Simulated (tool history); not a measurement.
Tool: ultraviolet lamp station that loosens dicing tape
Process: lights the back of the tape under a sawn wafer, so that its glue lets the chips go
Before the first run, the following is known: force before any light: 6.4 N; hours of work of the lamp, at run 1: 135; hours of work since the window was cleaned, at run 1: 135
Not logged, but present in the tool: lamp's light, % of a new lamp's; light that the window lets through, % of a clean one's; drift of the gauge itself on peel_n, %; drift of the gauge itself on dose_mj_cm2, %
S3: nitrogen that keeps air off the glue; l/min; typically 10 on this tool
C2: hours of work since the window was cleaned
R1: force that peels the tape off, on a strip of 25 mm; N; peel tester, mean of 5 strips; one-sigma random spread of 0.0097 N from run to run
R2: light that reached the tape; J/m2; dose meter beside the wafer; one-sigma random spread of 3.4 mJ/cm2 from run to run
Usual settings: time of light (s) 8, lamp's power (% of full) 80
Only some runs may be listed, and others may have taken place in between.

{"run": 1, "hour": 0.0, "time of light (s)": 8, "lamp's power (% of full)": 80, "S3": 10, "hours of work of the lamp": 135, "C2": 135, "R1": 0.48, "R2": 5040}
{"run": 2, "hour": 28.5, "time of light (s)": 8, "lamp's power (% of full)": 80, "S3": 10, "hours of work of the lamp": 153, "C2": 153, "R1": 0.512, "R2": 5000}
{"run": 3, "hour": 53.1, "time of light (s)": 8, "lamp's power (% of full)": 80, "S3": 10, "hours of work of the lamp": 169, "C2": 169, "R1": 0.503, "R2": 5020}
{"run": 4, "hour": 79.6, "time of light (s)": 10, "lamp's power (% of full)": 80, "S3": 10, "hours of work of the lamp": 185, "C2": 185, "R1": 0.338, "R2": 6190}
{"run": 5, "hour": 119.6, "time of light (s)": 10, "lamp's power (% of full)": 80, "S3": 10, "hours of work of the lamp": 211, "C2": 211, "R1": 0.318, "R2": 6110}
{"run": 6, "hour": 160.8, "time of light (s)": 10, "lamp's power (% of full)": 80, "S3": 10, "hours of work of the lamp": 237, "C2": 237, "R1": 0.337, "R2": 6020}
{"run": 7, "hour": 198.3, "time of light (s)": 10, "lamp's power (% of full)": 80, "S3": 10, "hours of work of the lamp": 261, "C2": 261, "R1": 0.35, "R2": 5890}
{"run": 8, "hour": 236.9, "time of light (s)": 10, "lamp's power (% of full)": 80, "S3": 10, "hours of work of the lamp": 286, "C2": 286, "R1": 0.361, "R2": 5910}
{"hour": 263.8, "done": "window cleaned of glue's vapour"}
{"run": 9, "hour": 272.2, "time of light (s)": 8, "lamp's power (% of full)": 80, "S3": 10, "hours of work of the lamp": 308, "C2": 5, "R1": 0.495, "R2": 5030}
{"run": 10, "hour": 311.9, "time of light (s)": 8, "lamp's power (% of full)": 80, "S3": 10, "hours of work of the lamp": 334, "C2": 31, "R1": 0.531, "R2": 4850}
{"run": 11, "hour": 348.2, "time of light (s)": 8, "lamp's power (% of full)": 80, "S3": 10, "hours of work of the lamp": 357, "C2": 54, "R1": 0.524, "R2": 4830}
{"run": 12, "hour": 381.4, "time of light (s)": 8, "lamp's power (% of full)": 80, "S3": 10, "hours of work of the lamp": 378, "C2": 75, "R1": 0.565, "R2": 4750}
{"run": 13, "hour": 401.0, "time of light (s)": 8, "lamp's power (% of full)": 84, "S3": 10, "hours of work of the lamp": 391, "C2": 88, "R1": 0.496, "R2": 4990}
{"run": 14, "hour": 441.3, "time of light (s)": 7, "lamp's power (% of full)": 76, "S3": 6, "hours of work of the lamp": 416, "C2": 113, "R1": 1.113, "R2": 3900}
{"run": 15, "hour": 465.3, "time of light (s)": 7, "lamp's power (% of full)": 76, "S3": 6, "hours of work of the lamp": 432, "C2": 129, "R1": 1.183, "R2": 3860}
{"run": 16, "hour": 493.0, "time of light (s)": 7, "lamp's power (% of full)": 67, "S3": 14, "hours of work of the lamp": 449, "C2": 147, "R1": 0.857, "R2": 3410}
{"run": 17, "hour": 515.0, "time of light (s)": 7, "lamp's power (% of full)": 67, "S3": 14, "hours of work of the lamp": 463, "C2": 161, "R1": 0.83, "R2": 3380}
{"run": 18, "hour": 547.9, "time of light (s)": 7, "lamp's power (% of full)": 67, "S3": 14, "hours of work of the lamp": 484, "C2": 182, "R1": 0.882, "R2": 3340}
{"run": 19, "hour": 589.7, "time of light (s)": 11, "lamp's power (% of full)": 81, "S3": 5, "hours of work of the lamp": 511, "C2": 208, "R1": 0.552, "R2": 6220}
{"run": 20, "hour": 626.4, "time of light (s)": 14, "lamp's power (% of full)": 75, "S3": 4, "hours of work of the lamp": 535, "C2": 232, "R1": 0.522, "R2": 7220}
{"run": 21, "hour": 661.1, "time of light (s)": 11, "lamp's power (% of full)": 67, "S3": 14, "hours of work of the lamp": 557, "C2": 254, "R1": 0.39, "R2": 5030}
{"run": 22, "hour": 692.9, "time of light (s)": 12, "lamp's power (% of full)": 72, "S3": 15, "hours of work of the lamp": 577, "C2": 274, "R1": 0.277, "R2": 5860}
{"run": 23, "hour": 728.0, "time of light (s)": 12, "lamp's power (% of full)": 72, "S3": 15, "hours of work of the lamp": 600, "C2": 297, "R1": 0.269, "R2": 5750}
{"hour": 739.9, "done": "window cleaned of glue's vapour"}
{"run": 24, "hour": 767.0, "time of light (s)": 12, "lamp's power (% of full)": 72, "S3": 15, "hours of work of the lamp": 624, "C2": 17, "R1": 0.265, "R2": 6060}
{"run": 25, "hour": 788.4, "time of light (s)": 5, "lamp's power (% of full)": 84, "S3": 10, "hours of work of the lamp": 638, "C2": 31, "R1": 1.338, "R2": 2950}

5 ways to go on from here, each from the tool as it stands after run 25. What would each give?
{"run": "A", "hour": 819.6, "time of light (s)": 9, "lamp's power (% of full)": 80, "S3": 4, "hours of work of the lamp": 658, "C2": 51, "R1": "?", "R2": "?"}
{"run": "B", "hour": 819.6, "time of light (s)": 5, "lamp's power (% of full)": 73, "S3": 10, "hours of work of the lamp": 658, "C2": 51, "R1": "?", "R2": "?"}
{"run": "C", "hour": 819.6, "time of light (s)": 5, "lamp's power (% of full)": 93, "S3": 6, "hours of work of the lamp": 658, "C2": 51, "R1": "?", "R2": "?"}
{"run": "D", "hour": 819.6, "time of light (s)": 5, "lamp's power (% of full)": 61, "S3": 5, "hours of work of the lamp": 658, "C2": 51, "R1": "?", "R2": "?"}
{"run": "E", "hour": 819.6, "time of light (s)": 13, "lamp's power (% of full)": 60, "S3": 5, "hours of work of the lamp": 658, "C2": 51, "R1": "?", "R2": "?"}

run=A R1=1.072 R2=4950
run=B R1=1.685 R2=2460
run=C R1=1.560 R2=3220
run=D R1=2.712 R2=2090
run=E R1=0.805 R2=5310
Without the tool's hidden state the same runs would have given:
run=A R1=0.721 R2=6180
run=B R1=1.227 R2=3070
run=C R1=1.124 R2=4020
run=D R1=2.200 R2=2610
run=E R1=0.525 R2=6630
